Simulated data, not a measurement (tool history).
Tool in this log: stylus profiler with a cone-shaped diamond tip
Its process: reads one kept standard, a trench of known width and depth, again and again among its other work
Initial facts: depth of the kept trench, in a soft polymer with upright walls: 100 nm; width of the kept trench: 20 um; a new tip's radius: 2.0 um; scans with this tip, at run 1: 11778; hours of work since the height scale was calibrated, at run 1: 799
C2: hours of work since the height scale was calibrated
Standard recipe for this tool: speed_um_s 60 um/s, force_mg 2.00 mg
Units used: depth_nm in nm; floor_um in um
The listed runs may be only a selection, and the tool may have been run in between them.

{"run": 1, "day": 0.0, "speed_um_s": 60, "force_mg": 2.0, "scans with this tip": 11778, "C2": 799, "depth_nm": 101.4, "floor_um": 17.64}
{"run": 2, "day": 2.083, "speed_um_s": 76, "force_mg": 2.0, "scans with this tip": 12247, "C2": 831, "depth_nm": 101.36, "floor_um": 17.49}
{"run": 3, "day": 3.308, "speed_um_s": 76, "force_mg": 2.0, "scans with this tip": 12523, "C2": 850, "depth_nm": 101.42, "floor_um": 17.61}
{"day": 4.379, "done": "new tip fitted, height scale calibrated"}
{"run": 4, "day": 5.183, "speed_um_s": 16, "force_mg": 2.0, "scans with this tip": 181, "C2": 12, "depth_nm": 101.05, "floor_um": 18.66}
{"run": 5, "day": 6.867, "speed_um_s": 16, "force_mg": 2.0, "scans with this tip": 560, "C2": 38, "depth_nm": 100.98, "floor_um": 18.66}
{"run": 6, "day": 8.579, "speed_um_s": 16, "force_mg": 2.0, "scans with this tip": 946, "C2": 64, "depth_nm": 101.15, "floor_um": 18.62}
{"run": 7, "day": 9.546, "speed_um_s": 16, "force_mg": 2.0, "scans with this tip": 1163, "C2": 79, "depth_nm": 101.17, "floor_um": 18.61}
{"run": 8, "day": 11.117, "speed_um_s": 16, "force_mg": 2.0, "scans with this tip": 1516, "C2": 103, "depth_nm": 101.14, "floor_um": 18.57}
{"run": 9, "day": 12.712, "speed_um_s": 60, "force_mg": 2.0, "scans with this tip": 1875, "C2": 127, "depth_nm": 101.03, "floor_um": 18.34}
{"run": 10, "day": 14.621, "speed_um_s": 60, "force_mg": 2.0, "scans with this tip": 2304, "C2": 156, "depth_nm": 101.2, "floor_um": 18.3}
{"run": 11, "day": 16.308, "speed_um_s": 54, "force_mg": 2.0, "scans with this tip": 2684, "C2": 182, "depth_nm": 101.05, "floor_um": 18.3}
{"run": 12, "day": 17.779, "speed_um_s": 54, "force_mg": 2.0, "scans with this tip": 3015, "C2": 204, "depth_nm": 101.06, "floor_um": 18.25}
{"run": 13, "day": 19.162, "speed_um_s": 41, "force_mg": 2.0, "scans with this tip": 3326, "C2": 226, "depth_nm": 101.19, "floor_um": 18.33}
{"run": 14, "day": 21.275, "speed_um_s": 56, "force_mg": 2.0, "scans with this tip": 3801, "C2": 258, "depth_nm": 101.07, "floor_um": 18.2}
{"run": 15, "day": 22.933, "speed_um_s": 57, "force_mg": 2.0, "scans with this tip": 4174, "C2": 283, "depth_nm": 101.01, "floor_um": 18.13}
{"run": 16, "day": 23.992, "speed_um_s": 57, "force_mg": 2.0, "scans with this tip": 4412, "C2": 299, "depth_nm": 101.13, "floor_um": 18.12}
{"run": 17, "day": 25.5, "speed_um_s": 57, "force_mg": 2.0, "scans with this tip": 4752, "C2": 322, "depth_nm": 101.21, "floor_um": 18.15}
{"run": 18, "day": 26.858, "speed_um_s": 57, "force_mg": 2.0, "scans with this tip": 5057, "C2": 343, "depth_nm": 101.19, "floor_um": 18.08}
{"run": 19, "day": 28.538, "speed_um_s": 57, "force_mg": 2.0, "scans with this tip": 5435, "C2": 369, "depth_nm": 101.19, "floor_um": 18.05}
{"run": 20, "day": 30.604, "speed_um_s": 57, "force_mg": 2.0, "scans with this tip": 5900, "C2": 400, "depth_nm": 101.24, "floor_um": 18.05}
{"run": 21, "day": 31.908, "speed_um_s": 57, "force_mg": 2.0, "scans with this tip": 6193, "C2": 420, "depth_nm": 101.26, "floor_um": 18.02}
{"run": 22, "day": 34.033, "speed_um_s": 60, "force_mg": 4.75, "scans with this tip": 6671, "C2": 453, "depth_nm": 101.84, "floor_um": 17.99}
{"run": 23, "day": 35.996, "speed_um_s": 55, "force_mg": 4.75, "scans with this tip": 7112, "C2": 482, "depth_nm": 101.91, "floor_um": 18.08}
{"run": 24, "day": 37.162, "speed_um_s": 55, "force_mg": 4.75, "scans with this tip": 7375, "C2": 500, "depth_nm": 102.12, "floor_um": 18.05}
{"run": 25, "day": 38.075, "speed_um_s": 60, "force_mg": 0.69, "scans with this tip": 7580, "C2": 514, "depth_nm": 100.67, "floor_um": 17.7}
{"run": 26, "day": 39.446, "speed_um_s": 22, "force_mg": 0.92, "scans with this tip": 7888, "C2": 535, "depth_nm": 100.79, "floor_um": 18.06}
{"run": 27, "day": 41.1, "speed_um_s": 19, "force_mg": 1.17, "scans with this tip": 8261, "C2": 560, "depth_nm": 100.84, "floor_um": 18.01}
{"run": 28, "day": 42.767, "speed_um_s": 190, "force_mg": 1.88, "scans with this tip": 8635, "C2": 586, "depth_nm": 101.22, "floor_um": 17.19}
{"run": 29, "day": 44.262, "speed_um_s": 190, "force_mg": 1.88, "scans with this tip": 8971, "C2": 609, "depth_nm": 101.2, "floor_um": 17.12}
{"run": 30, "day": 46.108, "speed_um_s": 173, "force_mg": 4.76, "scans with this tip": 9386, "C2": 637, "depth_nm": 101.95, "floor_um": 17.57}
{"run": 31, "day": 48.021, "speed_um_s": 38, "force_mg": 1.07, "scans with this tip": 9816, "C2": 666, "depth_nm": 101.02, "floor_um": 17.8}
{"run": 32, "day": 49.312, "speed_um_s": 26, "force_mg": 3.27, "scans with this tip": 10108, "C2": 686, "depth_nm": 101.77, "floor_um": 17.98}
{"run": 33, "day": 51.246, "speed_um_s": 185, "force_mg": 0.68, "scans with this tip": 10542, "C2": 715, "depth_nm": 100.86, "floor_um": 16.47}
{"run": 34, "day": 53.1, "speed_um_s": 60, "force_mg": 0.72, "scans with this tip": 10959, "C2": 743, "depth_nm": 100.83, "floor_um": 17.53}
{"run": 35, "day": 54.529, "speed_um_s": 60, "force_mg": 0.72, "scans with this tip": 11281, "C2": 765, "depth_nm": 100.83, "floor_um": 17.49}
{"run": 36, "day": 56.012, "speed_um_s": 15, "force_mg": 1.06, "scans with this tip": 11614, "C2": 788, "depth_nm": 101.04, "floor_um": 17.82}
{"run": 37, "day": 57.688, "speed_um_s": 15, "force_mg": 1.06, "scans with this tip": 11991, "C2": 813, "depth_nm": 101.1, "floor_um": 17.79}
{"run": 38, "day": 59.462, "speed_um_s": 105, "force_mg": 0.95, "scans with this tip": 12390, "C2": 841, "depth_nm": 101.04, "floor_um": 17.14}
{"day": 61.179, "done": "new tip fitted, height scale calibrated"}
{"run": 39, "day": 61.583, "speed_um_s": 105, "force_mg": 0.95, "scans with this tip": 91, "C2": 6, "depth_nm": 100.68, "floor_um": 18.0}
{"run": 40, "day": 63.35, "speed_um_s": 51, "force_mg": 4.75, "scans with this tip": 489, "C2": 33, "depth_nm": 101.89, "floor_um": 18.55}
{"run": 41, "day": 65.117, "speed_um_s": 51, "force_mg": 4.75, "scans with this tip": 887, "C2": 60, "depth_nm": 101.95, "floor_um": 18.5}
{"run": 42, "day": 66.162, "speed_um_s": 16, "force_mg": 2.38, "scans with this tip": 1122, "C2": 76, "depth_nm": 101.19, "floor_um": 18.61}
{"run": 43, "day": 67.088, "speed_um_s": 28, "force_mg": 0.76, "scans with this tip": 1330, "C2": 90, "depth_nm": 100.51, "floor_um": 18.4}
{"run": 44, "day": 68.604, "speed_um_s": 32, "force_mg": 1.99, "scans with this tip": 1671, "C2": 113, "depth_nm": 101.11, "floor_um": 18.4}
{"run": 45, "day": 70.225, "speed_um_s": 92, "force_mg": 5.39, "scans with this tip": 2036, "C2": 138, "depth_nm": 102.05, "floor_um": 18.32}
{"run": 46, "day": 71.238, "speed_um_s": 34, "force_mg": 0.9, "scans with this tip": 2263, "C2": 153, "depth_nm": 100.66, "floor_um": 18.27}

Measured result minus the same run's result without the hidden state. Both carry the same run-to-run variation, though not necessarily the same gauge scatter:
Hidden conditions of the tool in this case: radius of the tip, um; height scale over the true one, %; drift of the gauge itself on depth_nm, %; drift of the gauge itself on floor_um, %.
run=1 depth_nm=+0.30 floor_um=-0.78
run=2 depth_nm=+0.32 floor_um=-0.82
run=3 depth_nm=+0.32 floor_um=-0.83
run=4 depth_nm=+0.02 floor_um=+0.01
run=5 depth_nm=+0.03 floor_um=-0.03
run=6 depth_nm=+0.04 floor_um=-0.06
run=7 depth_nm=+0.04 floor_um=-0.08
run=8 depth_nm=+0.06 floor_um=-0.12
run=9 depth_nm=+0.06 floor_um=-0.14
run=10 depth_nm=+0.07 floor_um=-0.17
run=11 depth_nm=+0.09 floor_um=-0.21
run=12 depth_nm=+0.10 floor_um=-0.24
run=13 depth_nm=+0.10 floor_um=-0.26
run=14 depth_nm=+0.12 floor_um=-0.30
run=15 depth_nm=+0.13 floor_um=-0.33
run=16 depth_nm=+0.13 floor_um=-0.35
run=17 depth_nm=+0.14 floor_um=-0.37
run=18 depth_nm=+0.15 floor_um=-0.39
run=19 depth_nm=+0.17 floor_um=-0.42
run=20 depth_nm=+0.18 floor_um=-0.45
run=21 depth_nm=+0.18 floor_um=-0.47
run=22 depth_nm=+0.20 floor_um=-0.51
run=23 depth_nm=+0.20 floor_um=-0.54
run=24 depth_nm=+0.21 floor_um=-0.55
run=25 depth_nm=+0.22 floor_um=-0.57
run=26 depth_nm=+0.23 floor_um=-0.59
run=27 depth_nm=+0.23 floor_um=-0.61
run=28 depth_nm=+0.24 floor_um=-0.63
run=29 depth_nm=+0.26 floor_um=-0.66
run=30 depth_nm=+0.27 floor_um=-0.68
run=31 depth_nm=+0.28 floor_um=-0.71
run=32 depth_nm=+0.29 floor_um=-0.72
run=33 depth_nm=+0.30 floor_um=-0.76
run=34 depth_nm=+0.31 floor_um=-0.78
run=35 depth_nm=+0.32 floor_um=-0.80
run=36 depth_nm=+0.33 floor_um=-0.82
run=37 depth_nm=+0.34 floor_um=-0.84
run=38 depth_nm=+0.35 floor_um=-0.86
run=39 depth_nm=+0.02 floor_um=+0.01
run=40 depth_nm=+0.03 floor_um=-0.04
run=41 depth_nm=+0.05 floor_um=-0.07
run=42 depth_nm=+0.05 floor_um=-0.10
run=43 depth_nm=+0.06 floor_um=-0.11
run=44 depth_nm=+0.06 floor_um=-0.14
run=45 depth_nm=+0.08 floor_um=-0.18
run=46 depth_nm=+0.08 floor_um=-0.19

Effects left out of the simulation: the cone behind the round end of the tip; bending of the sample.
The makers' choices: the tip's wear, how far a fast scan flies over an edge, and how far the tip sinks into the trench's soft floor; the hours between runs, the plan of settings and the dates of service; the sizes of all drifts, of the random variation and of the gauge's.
